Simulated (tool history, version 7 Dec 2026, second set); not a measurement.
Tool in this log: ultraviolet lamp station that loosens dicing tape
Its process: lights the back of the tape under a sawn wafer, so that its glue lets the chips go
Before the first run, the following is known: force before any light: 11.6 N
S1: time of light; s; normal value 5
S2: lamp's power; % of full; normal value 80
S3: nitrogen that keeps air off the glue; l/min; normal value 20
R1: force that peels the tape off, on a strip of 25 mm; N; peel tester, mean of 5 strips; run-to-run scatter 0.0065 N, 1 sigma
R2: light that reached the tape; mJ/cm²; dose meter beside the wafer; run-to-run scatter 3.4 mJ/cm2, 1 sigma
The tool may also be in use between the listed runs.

{"run": 1, "hour": 0.0, "S1": 5, "S2": 80, "S3": 20, "R1": 0.579, "R2": 369}
{"run": 2, "hour": 32.6, "S1": 5, "S2": 80, "S3": 20, "R1": 0.598, "R2": 361}
{"run": 3, "hour": 54.0, "S1": 5, "S2": 80, "S3": 20, "R1": 0.634, "R2": 360}
{"run": 4, "hour": 103.7, "S1": 5, "S2": 80, "S3": 20, "R1": 0.665, "R2": 348}
{"run": 5, "hour": 130.1, "S1": 5, "S2": 80, "S3": 20, "R1": 0.71, "R2": 339}
{"run": 6, "hour": 157.0, "S1": 5, "S2": 80, "S3": 20, "R1": 0.766, "R2": 343}
{"run": 7, "hour": 197.2, "S1": 5, "S2": 80, "S3": 20, "R1": 0.777, "R2": 335}
{"run": 8, "hour": 218.9, "S1": 5, "S2": 80, "S3": 20, "R1": 0.819, "R2": 326}
{"run": 9, "hour": 268.9, "S1": 5, "S2": 80, "S3": 20, "R1": 0.856, "R2": 311}
{"run": 10, "hour": 298.5, "S1": 6, "S2": 80, "S3": 20, "R1": 0.543, "R2": 374}
{"run": 11, "hour": 351.3, "S1": 5, "S2": 80, "S3": 20, "R1": 0.965, "R2": 306}
{"run": 12, "hour": 388.4, "S1": 5, "S2": 80, "S3": 20, "R1": 0.725, "R2": 346}
{"run": 13, "hour": 413.0, "S1": 5, "S2": 80, "S3": 20, "R1": 0.744, "R2": 338}
{"run": 14, "hour": 440.6, "S1": 3, "S2": 80, "S3": 20, "R1": 2.271, "R2": 203}
{"run": 15, "hour": 490.2, "S1": 8, "S2": 80, "S3": 20, "R1": 0.217, "R2": 518}
{"run": 16, "hour": 539.5, "S1": 3, "S2": 90, "S3": 11, "R1": 2.72, "R2": 215}
{"run": 17, "hour": 579.8, "S1": 8, "S2": 79, "S3": 34, "R1": 0.181, "R2": 485}
{"run": 18, "hour": 610.2, "S1": 5, "S2": 85, "S3": 20, "R1": 0.871, "R2": 317}
{"run": 19, "hour": 646.8, "S1": 3, "S2": 86, "S3": 20, "R1": 2.405, "R2": 191}
{"run": 20, "hour": 699.4, "S1": 6, "S2": 80, "S3": 6, "R1": 0.525, "R2": 601}
{"run": 21, "hour": 732.1, "S1": 8, "S2": 96, "S3": 16, "R1": 0.099, "R2": 946}
{"run": 22, "hour": 765.2, "S1": 2, "S2": 86, "S3": 21, "R1": 2.03, "R2": 208}
{"run": 23, "hour": 788.8, "S1": 5, "S2": 66, "S3": 9, "R1": 1.009, "R2": 395}
{"run": 24, "hour": 824.2, "S1": 5, "S2": 66, "S3": 9, "R1": 1.072, "R2": 394}
{"run": 25, "hour": 866.7, "S1": 5, "S2": 67, "S3": 12, "R1": 0.823, "R2": 391}
{"run": 26, "hour": 919.6, "S1": 5, "S2": 91, "S3": 21, "R1": 0.23, "R2": 513}
{"run": 27, "hour": 956.6, "S1": 2, "S2": 80, "S3": 20, "R1": 2.734, "R2": 178}
{"run": 28, "hour": 1009.4, "S1": 6, "S2": 86, "S3": 10, "R1": 0.378, "R2": 557}
{"run": 29, "hour": 1054.5, "S1": 6, "S2": 98, "S3": 20, "R1": 0.142, "R2": 625}
{"run": 30, "hour": 1105.8, "S1": 3, "S2": 98, "S3": 10, "R1": 1.249, "R2": 346}

Between the runs listed above, the log contained 3 entries, not reproduced here. Where in the sequence does each belong, and how does what the log doesn't record of the tool's condition differ from the listed run before to the listed run after?
From run 11 to run 12: window cleaned of glue's vapour (hour 369.1)
  lamp's light, % of a new lamp's: 65.2 -> 64.3; light that the window lets through, % of a clean one's: 86.1 -> 99.6
  measured result minus the result with no hidden state, R1: +0.765 -> +0.515 N; R2: -236 -> -194 mJ/cm²
From run 19 to run 20: lamp changed (hour 659.9)
  lamp's light, % of a new lamp's: 57.5 -> 98.2; light that the window lets through, % of a clean one's: 95 -> 94.1
  measured result minus the result with no hidden state, R1: +1.704 -> +0.104 N; R2: -159 -> -49 mJ/cm²
From run 29 to run 30: window cleaned of glue's vapour (hour 1091.1)
  lamp's light, % of a new lamp's: 89.3 -> 88; light that the window lets through, % of a clean one's: 87.8 -> 99.6
  measured result minus the result with no hidden state, R1: +0.046 -> +0.324 N; R2: -174 -> -49 mJ/cm²
